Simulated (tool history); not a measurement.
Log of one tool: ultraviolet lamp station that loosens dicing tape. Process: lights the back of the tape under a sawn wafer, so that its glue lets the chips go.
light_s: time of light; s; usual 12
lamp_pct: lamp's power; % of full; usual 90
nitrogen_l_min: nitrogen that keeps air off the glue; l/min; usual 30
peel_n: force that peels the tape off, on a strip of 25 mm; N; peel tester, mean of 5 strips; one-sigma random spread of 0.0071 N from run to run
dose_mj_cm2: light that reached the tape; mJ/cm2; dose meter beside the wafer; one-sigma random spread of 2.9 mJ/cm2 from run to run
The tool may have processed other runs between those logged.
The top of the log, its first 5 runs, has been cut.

run,hour,light_s,lamp_pct,nitrogen_l_min,hours of work of the lamp,hours of work since the window was cleaned,peel_n,dose_mj_cm2
6,124.0,12,90,19,223,379,0.349,332
7,144.2,12,90,19,237,392,0.373,334
8,161.6,12,90,19,248,404,0.371,326
9,177.6,12,90,29,259,414,0.316,322
10,192.8,12,90,29,269,424,0.306,323
11,213.5,23,90,30,282,438,0.223,613
12,231.7,23,90,30,294,450,0.221,615
13,251.4,12,90,30,307,463,0.319,311
14,281.5,12,85,30,327,482,0.341,292
15,315.5,12,90,16,349,505,0.465,304
16,337.2,15,90,16,363,519,0.340,372
17,368.9,15,90,16,384,540,0.334,369
18,389.2,15,90,16,397,553,0.349,367
# hour 391.5: window cleaned of glue's vapour
19,405.1,15,90,16,408,9,0.421,322
20,425.8,12,90,30,421,22,0.404,250
21,441.1,12,90,30,431,32,0.397,253
# hour 454.3: window cleaned of glue's vapour, once more
22,458.7,6,90,30,442,3,0.700,172
23,492.8,19,61,45,465,25,0.260,363
24,512.0,23,61,45,477,38,0.235,434
25,541.9,9,71,13,497,57,0.952,195

For run 26, what comes out?
26,559.5,21,63,13,508,69,?,?

peel_n: 0.353 N
dose_mj_cm2: 401 mJ/cm2
With no hidden state in the tool, this same run would have given peel_n 0.278 N, dose_mj_cm2 505 mJ/cm2.

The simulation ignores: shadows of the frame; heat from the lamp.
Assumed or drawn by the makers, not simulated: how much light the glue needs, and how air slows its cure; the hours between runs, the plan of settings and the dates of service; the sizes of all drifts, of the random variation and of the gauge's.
